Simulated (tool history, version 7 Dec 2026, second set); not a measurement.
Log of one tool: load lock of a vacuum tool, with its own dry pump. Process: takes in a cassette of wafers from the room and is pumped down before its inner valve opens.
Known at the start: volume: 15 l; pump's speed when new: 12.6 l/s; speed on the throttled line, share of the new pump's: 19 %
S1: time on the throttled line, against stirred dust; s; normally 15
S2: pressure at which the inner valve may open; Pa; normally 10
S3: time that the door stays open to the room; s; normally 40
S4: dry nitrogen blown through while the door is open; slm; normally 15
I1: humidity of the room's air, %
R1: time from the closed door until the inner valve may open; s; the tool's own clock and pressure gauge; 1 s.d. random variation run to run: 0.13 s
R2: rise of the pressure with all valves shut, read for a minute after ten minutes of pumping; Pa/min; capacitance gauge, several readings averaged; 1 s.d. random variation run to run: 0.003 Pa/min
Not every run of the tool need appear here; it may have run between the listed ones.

Run 1, hour 0.0: usual settings; I1 44.0. Result: R1 23.2 s, R2 0.038 Pa/min.
Run 2, hour 68.2: usual settings; I1 46.9. Result: R1 23.1 s, R2 0.041 Pa/min.
Run 3, hour 187.7: usual settings but S1 11 s; I1 41.1. Result: R1 19.9 s, R2 0.029 Pa/min.
Run 4, hour 309.6: usual settings but S1 11 s; I1 43.8. Result: R1 20.0 s, R2 0.040 Pa/min.
Run 5, hour 407.9: usual settings but S1 11 s; I1 44.7. Result: R1 19.9 s, R2 0.037 Pa/min.
Run 6, hour 522.7: usual settings but S3 181 s; I1 44.4. Result: R1 23.2 s, R2 0.062 Pa/min.
Run 7, hour 631.8: usual settings but S3 49 s; I1 45.9. Result: R1 23.4 s, R2 0.040 Pa/min.
Run 8, hour 721.7: usual settings but S4 31 slm; I1 43.0. Result: R1 23.2 s, R2 0.027 Pa/min.
Run 9, hour 787.6: usual settings but S4 13 slm; I1 44.1. Result: R1 23.2 s, R2 0.039 Pa/min.
Run 10, hour 875.0: usual settings but S4 13 slm; I1 43.9. Result: R1 23.3 s, R2 0.038 Pa/min.
Run 11, hour 1017.5: usual settings; I1 45.1. Result: R1 22.9 s, R2 0.032 Pa/min.
Run 12, hour 1124.8: usual settings; I1 46.1. Result: R1 23.0 s, R2 0.044 Pa/min.
Run 13, hour 1200.8: usual settings; I1 41.9. Result: R1 23.1 s, R2 0.037 Pa/min.
Run 14, hour 1272.0: usual settings but S4 9 slm; I1 43.9. Result: R1 23.1 s, R2 0.047 Pa/min.
Run 15, hour 1345.7: usual settings; I1 43.2. Result: R1 23.1 s, R2 0.037 Pa/min.
Run 16, hour 1443.4: usual settings; I1 42.2. Result: R1 23.3 s, R2 0.036 Pa/min.
Run 17, hour 1532.7: usual settings; I1 42.9. Result: R1 23.3 s, R2 0.035 Pa/min.
Run 18, hour 1601.6: usual settings; I1 42.8. Result: R1 23.3 s, R2 0.040 Pa/min.
Run 19, hour 1677.6: usual settings but S1 21 s, S3 26 s; I1 44.1. Result: R1 28.1 s, R2 0.042 Pa/min.
Run 20, hour 1837.0: usual settings but S1 21 s, S3 26 s; I1 43.3. Result: R1 27.9 s, R2 0.035 Pa/min.
Run 21, hour 1937.6: usual settings but S1 21 s, S3 26 s; I1 47.6. Result: R1 28.0 s, R2 0.039 Pa/min.
Run 22, hour 2007.5: usual settings but S1 21 s, S3 26 s; I1 46.7. Result: R1 28.0 s, R2 0.031 Pa/min.
Run 23, hour 2105.3: usual settings but S3 30 s; I1 44.8. Result: R1 23.3 s, R2 0.035 Pa/min.
Run 24, hour 2239.2: usual settings but S1 19 s, S2 7 Pa, S3 47 s, S4 17 slm; I1 42.0. Result: R1 26.9 s, R2 0.035 Pa/min.
Run 25, hour 2314.5: usual settings but S1 14 s, S2 7 Pa, S3 43 s, S4 28 slm; I1 49.0. Result: R1 22.8 s, R2 0.029 Pa/min.
Run 26, hour 2392.4: usual settings but S1 17 s, S2 7 Pa, S3 43 s, S4 7 slm; I1 41.8. Result: R1 25.0 s, R2 0.050 Pa/min.
Run 27, hour 2497.8: usual settings but S2 19 Pa, S3 207 s, S4 5 slm; I1 45.2. Result: R1 22.2 s, R2 0.094 Pa/min.
Run 28, hour 2578.6: usual settings but S1 13 s, S2 19 Pa, S3 207 s, S4 6 slm; I1 43.8. Result: R1 20.8 s, R2 0.086 Pa/min.
Run 29, hour 2708.7: usual settings but S1 13 s, S2 19 Pa, S3 207 s, S4 6 slm; I1 47.1. Result: R1 21.1 s, R2 0.092 Pa/min.
Run 30, hour 2826.0: usual settings but S1 13 s, S2 19 Pa, S3 207 s, S4 6 slm; I1 48.1. Result: R1 20.8 s, R2 0.095 Pa/min.
Run 31, hour 2896.6: usual settings but S2 19 Pa; I1 44.0. Result: R1 22.5 s, R2 0.041 Pa/min.
Run 32, hour 3009.2: usual settings but S2 14 Pa, S3 170 s; I1 47.1. Result: R1 22.7 s, R2 0.059 Pa/min.
Run 33, hour 3116.1: usual settings but S2 14 Pa, S3 170 s; I1 43.7. Result: R1 22.6 s, R2 0.056 Pa/min.
Run 34, hour 3234.9: usual settings but S1 11 s, S2 13 Pa, S3 179 s, S4 24 slm; I1 42.8. Result: R1 19.6 s, R2 0.048 Pa/min.
Run 35, hour 3366.0: usual settings; I1 44.4. Result: R1 23.1 s, R2 0.037 Pa/min.
Run 36, hour 3451.9: usual settings but S3 32 s, S4 12 slm; I1 48.4. Result: R1 23.0 s, R2 0.041 Pa/min.

3 options for the next run, each taken on its own from the tool as it stands now. Forecast them:
Run A, hour 3599.4: usual settings but S3 212 s, S4 6 slm; I1 46.4. Result: R1 ?, R2 ?.
Run B, hour 3599.4: usual settings but S2 18 Pa, S3 61 s, S4 24 slm; I1 43.3. Result: R1 ?, R2 ?.
Run C, hour 3599.4: usual settings but S2 11 Pa, S4 21 slm; I1 45.2. Result: R1 ?, R2 ?.

run    R1     R2
  A  23.2  0.097
  B  22.8  0.033
  C  23.2  0.029
Take away the tool's hidden state, keep each run's random variation, and the runs would have read:
run    R1     R2
  A  23.2  0.096
  B  22.8  0.032
  C  23.2  0.029
